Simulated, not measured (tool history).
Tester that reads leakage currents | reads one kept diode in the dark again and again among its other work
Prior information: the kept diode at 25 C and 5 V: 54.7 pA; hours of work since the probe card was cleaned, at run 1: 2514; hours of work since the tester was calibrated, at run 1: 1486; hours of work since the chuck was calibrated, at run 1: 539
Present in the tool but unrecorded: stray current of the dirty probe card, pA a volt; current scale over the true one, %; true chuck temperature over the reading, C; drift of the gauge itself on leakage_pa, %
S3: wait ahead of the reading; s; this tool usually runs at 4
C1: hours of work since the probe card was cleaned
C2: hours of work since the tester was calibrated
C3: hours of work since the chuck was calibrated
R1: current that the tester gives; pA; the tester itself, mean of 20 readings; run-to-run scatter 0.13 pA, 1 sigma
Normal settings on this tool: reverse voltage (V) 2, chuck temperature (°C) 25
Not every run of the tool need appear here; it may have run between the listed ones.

{"run": 1, "day": 0.0, "reverse voltage (V)": 2, "chuck temperature (°C)": 25, "S3": 4, "C1": 2514, "C2": 1486, "C3": 539, "R1": 45.22}
{"run": 2, "day": 4.454, "reverse voltage (V)": 2, "chuck temperature (°C)": 25, "S3": 4, "C1": 2570, "C2": 1542, "C3": 595, "R1": 45.5}
{"run": 3, "day": 7.554, "reverse voltage (V)": 2, "chuck temperature (°C)": 25, "S3": 4, "C1": 2610, "C2": 1582, "C3": 635, "R1": 45.66}
{"run": 4, "day": 9.892, "reverse voltage (V)": 2, "chuck temperature (°C)": 25, "S3": 4, "C1": 2640, "C2": 1612, "C3": 665, "R1": 46.02}
{"run": 5, "day": 15.083, "reverse voltage (V)": 2, "chuck temperature (°C)": 25, "S3": 0.35, "C1": 2706, "C2": 1678, "C3": 731, "R1": 47.12}
{"run": 6, "day": 18.567, "reverse voltage (V)": 2, "chuck temperature (°C)": 25, "S3": 4, "C1": 2750, "C2": 1722, "C3": 775, "R1": 46.95}
{"run": 7, "day": 21.788, "reverse voltage (V)": 2, "chuck temperature (°C)": 25, "S3": 4, "C1": 2791, "C2": 1763, "C3": 816, "R1": 47.02}
{"run": 8, "day": 24.975, "reverse voltage (V)": 2, "chuck temperature (°C)": 25, "S3": 4, "C1": 2832, "C2": 1804, "C3": 857, "R1": 47.32}
{"run": 9, "day": 27.588, "reverse voltage (V)": 2, "chuck temperature (°C)": 25, "S3": 4, "C1": 2865, "C2": 1837, "C3": 890, "R1": 47.66}
{"run": 10, "day": 32.629, "reverse voltage (V)": 2, "chuck temperature (°C)": 25, "S3": 0.38, "C1": 2929, "C2": 1901, "C3": 954, "R1": 48.93}
{"run": 11, "day": 35.208, "reverse voltage (V)": 2, "chuck temperature (°C)": 25, "S3": 0.38, "C1": 2962, "C2": 1934, "C3": 987, "R1": 49.04}
{"run": 12, "day": 37.842, "reverse voltage (V)": 2, "chuck temperature (°C)": 25, "S3": 0.38, "C1": 2996, "C2": 1968, "C3": 1021, "R1": 49.32}
{"run": 13, "day": 42.758, "reverse voltage (V)": 2, "chuck temperature (°C)": 25, "S3": 4, "C1": 3058, "C2": 2030, "C3": 1083, "R1": 49.18}
{"run": 14, "day": 47.471, "reverse voltage (V)": 9.44, "chuck temperature (°C)": 25, "S3": 4, "C1": 3118, "C2": 2090, "C3": 1143, "R1": 83.21}
{"run": 15, "day": 49.7, "reverse voltage (V)": 5.28, "chuck temperature (°C)": 25, "S3": 4, "C1": 3147, "C2": 2119, "C3": 1172, "R1": 68.78}
{"run": 16, "day": 54.488, "reverse voltage (V)": 2, "chuck temperature (°C)": 25, "S3": 1.2, "C1": 3208, "C2": 2180, "C3": 1233, "R1": 50.32}
{"run": 17, "day": 58.554, "reverse voltage (V)": 2, "chuck temperature (°C)": 25, "S3": 1.2, "C1": 3260, "C2": 2232, "C3": 1285, "R1": 50.92}
{"run": 18, "day": 62.283, "reverse voltage (V)": 2, "chuck temperature (°C)": 25, "S3": 1.2, "C1": 3307, "C2": 2279, "C3": 1332, "R1": 51.35}
{"run": 19, "day": 66.004, "reverse voltage (V)": 2, "chuck temperature (°C)": 25, "S3": 1.2, "C1": 3355, "C2": 2327, "C3": 1380, "R1": 51.6}
{"day": 67.821, "done": "chuck's temperature calibrated"}
{"run": 20, "day": 69.825, "reverse voltage (V)": 2, "chuck temperature (°C)": 25, "S3": 4, "C1": 3402, "C2": 2374, "C3": 26, "R1": 42.12}
{"run": 21, "day": 72.879, "reverse voltage (V)": 2, "chuck temperature (°C)": 25, "S3": 4, "C1": 3441, "C2": 2413, "C3": 64, "R1": 42.5}
{"run": 22, "day": 78.338, "reverse voltage (V)": 4.72, "chuck temperature (°C)": 32, "S3": 0.91, "C1": 3511, "C2": 2483, "C3": 134, "R1": 107.98}
{"run": 23, "day": 81.846, "reverse voltage (V)": 4.72, "chuck temperature (°C)": 32, "S3": 0.91, "C1": 3555, "C2": 2527, "C3": 179, "R1": 109.44}
{"run": 24, "day": 85.362, "reverse voltage (V)": 4.25, "chuck temperature (°C)": 45, "S3": 0.38, "C1": 3600, "C2": 2572, "C3": 224, "R1": 326.52}
{"day": 85.829, "done": "tester calibrated"}
{"day": 88.721, "done": "probe card cleaned and baked"}
{"run": 25, "day": 89.692, "reverse voltage (V)": 4.25, "chuck temperature (°C)": 53, "S3": 1.07, "C1": 12, "C2": 48, "C3": 276, "R1": 628.22}
{"run": 26, "day": 95.108, "reverse voltage (V)": 2, "chuck temperature (°C)": 25, "S3": 2.63, "C1": 81, "C2": 117, "C3": 345, "R1": 42.85}
{"run": 27, "day": 97.862, "reverse voltage (V)": 11.46, "chuck temperature (°C)": 29, "S3": 4.64, "C1": 116, "C2": 152, "C3": 380, "R1": 108.26}
{"run": 28, "day": 102.217, "reverse voltage (V)": 11.46, "chuck temperature (°C)": 23, "S3": 3.16, "C1": 172, "C2": 207, "C3": 436, "R1": 61.97}
{"day": 103.417, "done": "tester calibrated, once more"}
{"run": 29, "day": 106.104, "reverse voltage (V)": 10.59, "chuck temperature (°C)": 27, "S3": 3.16, "C1": 220, "C2": 34, "C3": 484, "R1": 91.01}
{"run": 30, "day": 108.842, "reverse voltage (V)": 10.59, "chuck temperature (°C)": 27, "S3": 3.16, "C1": 255, "C2": 69, "C3": 519, "R1": 91.56}
{"run": 31, "day": 112.779, "reverse voltage (V)": 4.07, "chuck temperature (°C)": 34, "S3": 4, "C1": 305, "C2": 119, "C3": 569, "R1": 130.11}
{"run": 32, "day": 115.979, "reverse voltage (V)": 4.07, "chuck temperature (°C)": 34, "S3": 4, "C1": 346, "C2": 160, "C3": 610, "R1": 130.49}
{"run": 33, "day": 121.208, "reverse voltage (V)": 1.39, "chuck temperature (°C)": 34, "S3": 0.62, "C1": 413, "C2": 227, "C3": 676, "R1": 95.3}
{"run": 34, "day": 125.288, "reverse voltage (V)": 6.91, "chuck temperature (°C)": 47, "S3": 8.9, "C1": 465, "C2": 279, "C3": 728, "R1": 481.87}
{"run": 35, "day": 129.988, "reverse voltage (V)": 16.04, "chuck temperature (°C)": 47, "S3": 8.9, "C1": 525, "C2": 339, "C3": 788, "R1": 627.65}
{"run": 36, "day": 133.742, "reverse voltage (V)": 16.04, "chuck temperature (°C)": 47, "S3": 8.9, "C1": 573, "C2": 386, "C3": 836, "R1": 633.49}
{"run": 37, "day": 138.6, "reverse voltage (V)": 9.04, "chuck temperature (°C)": 30, "S3": 1.29, "C1": 634, "C2": 448, "C3": 898, "R1": 122.77}
{"run": 38, "day": 140.846, "reverse voltage (V)": 2, "chuck temperature (°C)": 25, "S3": 8.57, "C1": 663, "C2": 477, "C3": 927, "R1": 48.29}
{"run": 39, "day": 143.188, "reverse voltage (V)": 2, "chuck temperature (°C)": 25, "S3": 1.74, "C1": 693, "C2": 507, "C3": 956, "R1": 48.33}

What if the next run were any one of these 5? Each begins from the tool's condition after run 39:
{"run": "A", "day": 147.067, "reverse voltage (V)": 14.42, "chuck temperature (°C)": 40, "S3": 0.47, "C1": 742, "C2": 556, "C3": 1006, "R1": "?"}
{"run": "B", "day": 147.067, "reverse voltage (V)": 1.51, "chuck temperature (°C)": 58, "S3": 0.44, "C1": 742, "C2": 556, "C3": 1006, "R1": "?"}
{"run": "C", "day": 147.067, "reverse voltage (V)": 5.24, "chuck temperature (°C)": 21, "S3": 5.3, "C1": 742, "C2": 556, "C3": 1006, "R1": "?"}
{"run": "D", "day": 147.067, "reverse voltage (V)": 10.16, "chuck temperature (°C)": 38, "S3": 2.89, "C1": 742, "C2": 556, "C3": 1006, "R1": "?"}
{"run": "E", "day": 147.067, "reverse voltage (V)": 2.46, "chuck temperature (°C)": 20, "S3": 2.86, "C1": 742, "C2": 556, "C3": 1006, "R1": "?"}

run=A R1=350.81
run=B R1=761.92
run=C R1=44.75
run=D R1=262.69
run=E R1=31.96
Stripped of hidden state, with their random variation kept, the same runs would have yielded:
run=A R1=303.47
run=B R1=671.85
run=C R1=37.57
run=D R1=226.68
run=E R1=26.94

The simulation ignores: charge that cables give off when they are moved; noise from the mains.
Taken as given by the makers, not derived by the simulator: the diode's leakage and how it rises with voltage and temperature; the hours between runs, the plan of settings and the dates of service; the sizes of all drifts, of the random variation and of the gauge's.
